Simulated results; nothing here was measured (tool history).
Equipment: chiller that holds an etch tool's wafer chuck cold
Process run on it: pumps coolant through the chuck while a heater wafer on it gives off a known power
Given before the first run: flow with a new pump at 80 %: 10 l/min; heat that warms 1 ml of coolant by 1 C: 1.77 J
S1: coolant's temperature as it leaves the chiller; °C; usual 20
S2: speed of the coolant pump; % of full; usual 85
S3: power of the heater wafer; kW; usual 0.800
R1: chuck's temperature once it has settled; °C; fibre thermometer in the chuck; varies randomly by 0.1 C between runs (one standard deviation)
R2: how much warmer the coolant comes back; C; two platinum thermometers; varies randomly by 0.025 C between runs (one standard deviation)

| run | hour | S1 | S2 | S3 | R1 | R2 |
|---|---|---|---|---|---|---|
| 1 | 0.0 | 20 | 85 | 0.800 | 29.1 | 2.57 |
| 2 | 120.5 | 20 | 85 | 0.800 | 29.1 | 2.57 |
| 3 | 256.6 | 20 | 85 | 0.800 | 29.3 | 2.51 |
| 4 | 395.6 | 20 | 85 | 0.800 | 29.2 | 2.54 |
| 5 | 456.8 | 20 | 85 | 0.800 | 29.1 | 2.51 |
| 6 | 595.7 | 20 | 85 | 0.800 | 29.2 | 2.48 |
| 7 | 680.1 | 20 | 85 | 0.800 | 29.1 | 2.49 |
| 8 | 793.5 | 20 | 85 | 0.800 | 29.3 | 2.44 |
| 9 | 872.7 | 20 | 85 | 0.800 | 29.1 | 2.45 |
|  | 997.4 | coolant changed, channels flushed |
| 10 | 1015.0 | 20 | 85 | 0.800 | 29.1 | 2.45 |
| 11 | 1118.6 | 30 | 85 | 0.800 | 39.0 | 2.43 |
| 12 | 1250.9 | 30 | 85 | 0.800 | 39.0 | 2.44 |
| 13 | 1366.3 | 30 | 85 | 0.800 | 39.1 | 2.43 |
| 14 | 1429.2 | 13 | 85 | 0.800 | 22.1 | 2.37 |
| 15 | 1558.8 | 20 | 85 | 0.800 | 29.2 | 2.39 |
| 16 | 1671.0 | 20 | 85 | 0.800 | 29.0 | 2.37 |
| 17 | 1806.4 | 20 | 70 | 0.966 | 32.9 | 3.53 |
| 18 | 1941.0 | 12 | 64 | 0.956 | 25.9 | 3.86 |
| 19 | 2028.0 | 20 | 75 | 0.800 | 30.2 | 2.69 |
| 20 | 2098.5 | 10 | 69 | 0.800 | 21.0 | 2.92 |
| 21 | 2174.4 | 15 | 93 | 0.800 | 23.5 | 2.08 |
| 22 | 2266.0 | 15 | 93 | 0.569 | 21.0 | 1.42 |
| 23 | 2381.9 | 11 | 93 | 0.569 | 17.0 | 1.39 |
| 24 | 2477.4 | 11 | 93 | 0.569 | 17.1 | 1.35 |
| 25 | 2575.4 | 22 | 93 | 0.708 | 29.4 | 1.78 |
| 26 | 2647.1 | 22 | 93 | 0.708 | 29.2 | 1.72 |
| 27 | 2718.4 | 12 | 85 | 0.677 | 19.8 | 1.83 |
| 28 | 2824.7 | 12 | 85 | 0.677 | 19.7 | 1.84 |
| 29 | 2949.3 | 10 | 92 | 0.532 | 15.6 | 1.26 |
| 30 | 3026.2 | 10 | 88 | 0.532 | 16.0 | 1.29 |
| 31 | 3103.1 | 20 | 70 | 0.541 | 27.3 | 1.73 |

Below are 5 alternative next runs, each starting from the tool's condition after run 31. Predict each:
| A | 3237.6 | 20 | 70 | 0.729 | ? | ? |
| B | 3237.6 | 20 | 68 | 0.800 | ? | ? |
| C | 3237.6 | 10 | 85 | 0.800 | ? | ? |
| D | 3237.6 | 20 | 74 | 0.800 | ? | ? |
| E | 3237.6 | 28 | 85 | 0.423 | ? | ? |

| run | R1 | R2 |
|---|---|---|
| A | 29.9 | 2.53 |
| B | 31.0 | 2.85 |
| C | 19.0 | 2.19 |
| D | 30.3 | 2.61 |
| E | 32.9 | 0.95 |
Stripped of hidden state, with their random variation kept, the same runs would have yielded:
| run | R1 | R2 |
|---|---|---|
| A | 29.8 | 2.89 |
| B | 30.9 | 3.22 |
| C | 18.9 | 2.56 |
| D | 30.2 | 2.97 |
| E | 32.9 | 1.32 |
